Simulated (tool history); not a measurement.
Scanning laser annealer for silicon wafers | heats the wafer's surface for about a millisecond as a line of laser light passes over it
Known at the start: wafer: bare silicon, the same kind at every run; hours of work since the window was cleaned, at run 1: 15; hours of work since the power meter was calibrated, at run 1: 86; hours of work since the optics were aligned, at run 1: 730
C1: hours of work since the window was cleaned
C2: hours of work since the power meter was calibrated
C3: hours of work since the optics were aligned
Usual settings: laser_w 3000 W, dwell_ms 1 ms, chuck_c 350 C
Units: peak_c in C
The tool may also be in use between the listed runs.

run 1 hour=0 | laser_w=3000 dwell_ms=1 chuck_c=350 | C1=15 C2=86 C3=730 | peak_c=1045
run 2 hour=12.5 | laser_w=3000 dwell_ms=0.92 chuck_c=350 | C1=24 C2=95 C3=739 | peak_c=1019
run 3 hour=24.2 | laser_w=3000 dwell_ms=1 chuck_c=350 | C1=32 C2=103 C3=747 | peak_c=1044
run 4 hour=34.1 | laser_w=3000 dwell_ms=1 chuck_c=334 | C1=39 C2=110 C3=754 | peak_c=1033
run 5 hour=44.9 | laser_w=3000 dwell_ms=1 chuck_c=388 | C1=47 C2=118 C3=762 | peak_c=1083
run 6 hour=56.6 | laser_w=3000 dwell_ms=1 chuck_c=388 | C1=56 C2=127 C3=771 | peak_c=1086
run 7 hour=62.7 | laser_w=3000 dwell_ms=1 chuck_c=378 | C1=60 C2=131 C3=775 | peak_c=1071
run 8 hour=71.8 | laser_w=3000 dwell_ms=1 chuck_c=378 | C1=67 C2=138 C3=782 | peak_c=1070
run 9 hour=79 | laser_w=3000 dwell_ms=1.22 chuck_c=350 | C1=72 C2=143 C3=787 | peak_c=1108
run 10 hour=93.3 | laser_w=3000 dwell_ms=1 chuck_c=350 | C1=83 C2=153 C3=797 | peak_c=1041
run 11 hour=106.2 | laser_w=3000 dwell_ms=1 chuck_c=350 | C1=92 C2=163 C3=807 | peak_c=1043
run 12 hour=113 | laser_w=2992 dwell_ms=1 chuck_c=350 | C1=97 C2=168 C3=812 | peak_c=1039
run 13 hour=121.2 | laser_w=2992 dwell_ms=1 chuck_c=350 | C1=103 C2=174 C3=818 | peak_c=1039
run 14 hour=130.7 | laser_w=2992 dwell_ms=1 chuck_c=311 | C1=110 C2=181 C3=825 | peak_c=1002
run 15 hour=142.4 | laser_w=2712 dwell_ms=1 chuck_c=311 | C1=118 C2=189 C3=833 | peak_c=933
run 16 hour=150.6 | laser_w=2712 dwell_ms=1 chuck_c=311 | C1=124 C2=195 C3=839 | peak_c=936
run 17 hour=157.1 | laser_w=2712 dwell_ms=1.19 chuck_c=311 | C1=129 C2=200 C3=844 | peak_c=991
run 18 hour=170 | laser_w=2712 dwell_ms=1.19 chuck_c=311 | C1=138 C2=209 C3=853 | peak_c=989
run 19 hour=176.8 | laser_w=3000 dwell_ms=1 chuck_c=350 | C1=143 C2=214 C3=858 | peak_c=1041
run 20 hour=185.4 | laser_w=3000 dwell_ms=1 chuck_c=350 | C1=150 C2=221 C3=864 | peak_c=1041
run 21 hour=199.2 | laser_w=3000 dwell_ms=1 chuck_c=387 | C1=160 C2=231 C3=875 | peak_c=1072
run 22 hour=207.9 | laser_w=3213 dwell_ms=1.12 chuck_c=322 | C1=166 C2=237 C3=881 | peak_c=1095
run 23 hour=216.3 | laser_w=2891 dwell_ms=0.95 chuck_c=350 | C1=172 C2=243 C3=887 | peak_c=995
run 24 hour=228 | laser_w=2891 dwell_ms=0.95 chuck_c=350 | C1=181 C2=252 C3=896 | peak_c=997
run 25 hour=237.7 | laser_w=3217 dwell_ms=0.97 chuck_c=390 | C1=188 C2=259 C3=903 | peak_c=1111
run 26 hour=248.9 | laser_w=3217 dwell_ms=0.97 chuck_c=390 | C1=196 C2=267 C3=911 | peak_c=1116
run 27 hour=263.6 | laser_w=3000 dwell_ms=0.84 chuck_c=372 | C1=206 C2=277 C3=921 | peak_c=1005
run 28 hour=271.1 | laser_w=3000 dwell_ms=0.72 chuck_c=339 | C1=212 C2=283 C3=927 | peak_c=933
run 29 hour=281.7 | laser_w=3000 dwell_ms=0.72 chuck_c=380 | C1=220 C2=291 C3=935 | peak_c=971
run 30 hour=290.2 | laser_w=3000 dwell_ms=0.72 chuck_c=380 | C1=226 C2=297 C3=941 | peak_c=966
run 31 hour=296.5 | laser_w=3000 dwell_ms=1 chuck_c=361 | C1=230 C2=301 C3=945 | peak_c=1046
run 32 hour=308.8 | laser_w=3011 dwell_ms=1.13 chuck_c=374 | C1=239 C2=310 C3=954 | peak_c=1096
run 33 hour=318.4 | laser_w=3011 dwell_ms=1.13 chuck_c=374 | C1=246 C2=317 C3=961 | peak_c=1097
run 34 hour=332.3 | laser_w=2785 dwell_ms=0.71 chuck_c=374 | C1=256 C2=327 C3=971 | peak_c=916
run 35 hour=343.5 | laser_w=3000 dwell_ms=1 chuck_c=375 | C1=265 C2=336 C3=980 | peak_c=1055
run 36 hour=357.8 | laser_w=3000 dwell_ms=1 chuck_c=375 | C1=275 C2=346 C3=990 | peak_c=1058
run 37 hour=363.8 | laser_w=2834 dwell_ms=1.22 chuck_c=350 | C1=279 C2=350 C3=994 | peak_c=1056
run 38 hour=376.9 | laser_w=2834 dwell_ms=1.22 chuck_c=350 | C1=289 C2=360 C3=1004 | peak_c=1053
run 39 hour=391.6 | laser_w=2834 dwell_ms=1.18 chuck_c=350 | C1=300 C2=371 C3=1015 | peak_c=1047
run 40 hour=400.3 | laser_w=2834 dwell_ms=1.18 chuck_c=350 | C1=306 C2=377 C3=1021 | peak_c=1046

Hidden state or all else? Some run-to-run changes of peak_c, split into what the settings, what came in and random variation would give without the hidden state, and what is left for the hidden state (with any gauge scatter that isn't in both results):
The hidden state here: light that passes the window, % of a clean one's; laser's true power over the reading, %; width of the line over the set one, %; drift of the gauge itself on peak_c, C.
Run 21 -> 22: laser_w 3000 -> 3213, dwell_ms 1 -> 1.12, chuck_c 387 -> 322. peak_c +23 C: hidden state -2, all else +25.
Run 24 -> 25: laser_w 2891 -> 3217, dwell_ms 0.95 -> 0.97, chuck_c 350 -> 390. peak_c +114 C: hidden state -1, all else +115.
Run 33 -> 34: laser_w 3011 -> 2785, dwell_ms 1.13 -> 0.71. peak_c -181 C: hidden state +5, all else -186.
Run 34 -> 35: laser_w 2785 -> 3000, dwell_ms 0.71 -> 1, chuck_c 374 -> 375. peak_c +139 C: hidden state -5, all else +144.
